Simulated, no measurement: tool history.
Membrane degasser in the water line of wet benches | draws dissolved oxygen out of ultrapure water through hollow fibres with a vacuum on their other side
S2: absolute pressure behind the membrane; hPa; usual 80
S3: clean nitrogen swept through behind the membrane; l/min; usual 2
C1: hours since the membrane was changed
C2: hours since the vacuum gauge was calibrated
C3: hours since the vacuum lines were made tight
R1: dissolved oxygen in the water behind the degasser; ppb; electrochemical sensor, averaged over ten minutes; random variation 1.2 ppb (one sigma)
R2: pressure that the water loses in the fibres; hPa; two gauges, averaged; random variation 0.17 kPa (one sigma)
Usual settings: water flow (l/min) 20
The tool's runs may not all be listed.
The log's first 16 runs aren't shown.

run 17 hour=1325.1 | water_flow_(l/min)=20 S2=95.2 S3=1.67 | C1=2829 C2=1161 C3=568 | R1=176.4 R2=274
run 18 hour=1377.4 | water_flow_(l/min)=20 S2=95.2 S3=1.15 | C1=2881 C2=1213 C3=620 | R1=245.4 R2=277.5
run 19 hour=1454.5 | water_flow_(l/min)=19 S2=131.8 S3=5.55 | C1=2958 C2=1290 C3=697 | R1=88.7 R2=263.3
run 20 hour=1547.9 | water_flow_(l/min)=13 S2=188.7 S3=2 | C1=3052 C2=1384 C3=791 | R1=242.9 R2=182.3
run 21 hour=1591.8 | water_flow_(l/min)=17 S2=55.1 S3=1.34 | C1=3096 C2=1428 C3=835 | R1=71.9 R2=237.8
run 22 hour=1668.9 | water_flow_(l/min)=17 S2=55.1 S3=1.34 | C1=3173 C2=1505 C3=912 | R1=72.6 R2=237.7
run 23 hour=1762.8 | water_flow_(l/min)=31 S2=49.8 S3=2.05 | C1=3267 C2=1599 C3=1006 | R1=74.9 R2=431.3
run 24 hour=1843.3 | water_flow_(l/min)=22 S2=80 S3=3.46 | C1=3347 C2=1679 C3=1086 | R1=80.1 R2=306
run 25 hour=1918.1 | water_flow_(l/min)=20 S2=111.2 S3=2 | C1=3422 C2=1754 C3=1161 | R1=189.2 R2=281.6
run 26 hour=1970.7 | water_flow_(l/min)=14 S2=161.7 S3=2 | C1=3475 C2=1807 C3=1213 | R1=219.5 R2=193.6
run 27 hour=2074.6 | water_flow_(l/min)=20 S2=124.2 S3=2 | C1=3579 C2=1911 C3=1317 | R1=222.1 R2=279.1
run 28 hour=2123.4 | water_flow_(l/min)=27 S2=164.8 S3=3.33 | C1=3627 C2=1959 C3=1366 | R1=256.7 R2=376.2
run 29 hour=2204.7 | water_flow_(l/min)=15 S2=97.8 S3=4.08 | C1=3709 C2=2041 C3=1447 | R1=62.2 R2=207.7
run 30 hour=2269.2 | water_flow_(l/min)=20 S2=132.8 S3=3.93 | C1=3773 C2=2105 C3=1512 | R1=129.6 R2=278.4
run 31 hour=2366.8 | water_flow_(l/min)=20 S2=132.8 S3=3.93 | C1=3871 C2=2203 C3=1610 | R1=131.1 R2=279.3

3 ways to go on from here, each from the tool as it stands after run 31. What would each give?
run A hour=2417.5 | water_flow_(l/min)=20 S2=132.8 S3=1.17 | C1=3922 C2=2253 C3=1660 | R1=? R2=?
run B hour=2417.5 | water_flow_(l/min)=13 S2=183 S3=0.93 | C1=3922 C2=2253 C3=1660 | R1=? R2=?
run C hour=2417.5 | water_flow_(l/min)=19 S2=52.4 S3=1.19 | C1=3922 C2=2253 C3=1660 | R1=? R2=?

run=A R1=382.7 R2=277.8
run=B R1=474.9 R2=181.4
run=C R1=81.5 R2=266.5
Without the tool's hidden state the same runs would have given:
run=A R1=375.5 R2=265.8
run=B R1=465.5 R2=173.6
run=C R1=76.6 R2=255.1
